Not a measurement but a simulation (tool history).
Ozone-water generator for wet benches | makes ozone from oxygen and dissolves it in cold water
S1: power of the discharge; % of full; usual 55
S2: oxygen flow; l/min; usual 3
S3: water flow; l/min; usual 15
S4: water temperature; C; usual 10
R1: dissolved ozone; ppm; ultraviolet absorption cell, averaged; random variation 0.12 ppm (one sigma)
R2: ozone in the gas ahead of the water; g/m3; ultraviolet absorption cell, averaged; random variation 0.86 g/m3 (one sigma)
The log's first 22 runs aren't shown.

run   hour  S1    S2  S3  S4    R1     R2
 23  617.5  55  1.81  15  10  12.4  162.8
 24  652.7  45  2.25  21  10   8.3  132.8
 25  690.9  45  1.53  11   9  14.5  151.3
 26  708.8  45  1.53  11   9  14.2  152.4
 27  746.3  54  1.53  11   6  16.3  170.1
 28  764.9  55     3   9  10  22.7  135.1
 29  795.9  55     3   9  10  22.4  131.8
 30  824.5  43     3  12   8    16  114.4

5 ways to go on from here, each from the tool as it stands after run 30. What would each give?
  A  847.2  43     3  10   8   ?   ?
  B  847.2  43  2.28  12   8   ?   ?
  C  847.2  44     3   9  10   ?   ?
  D  847.2  55  3.81  13   6   ?   ?
  E  847.2  55     3  19   9   ?   ?

run    R1     R2
  A  18.5  114.2
  B  14.7  127.5
  C  19.6  115.7
  D  18.8  121.5
  E  11.6  133.3
Without the tool's hidden state the same runs would have given:
run    R1     R2
  A  19.4  119.2
  B  15.5    133
  C  20.7  120.9
  D    20    128
  E  12.4  140.5

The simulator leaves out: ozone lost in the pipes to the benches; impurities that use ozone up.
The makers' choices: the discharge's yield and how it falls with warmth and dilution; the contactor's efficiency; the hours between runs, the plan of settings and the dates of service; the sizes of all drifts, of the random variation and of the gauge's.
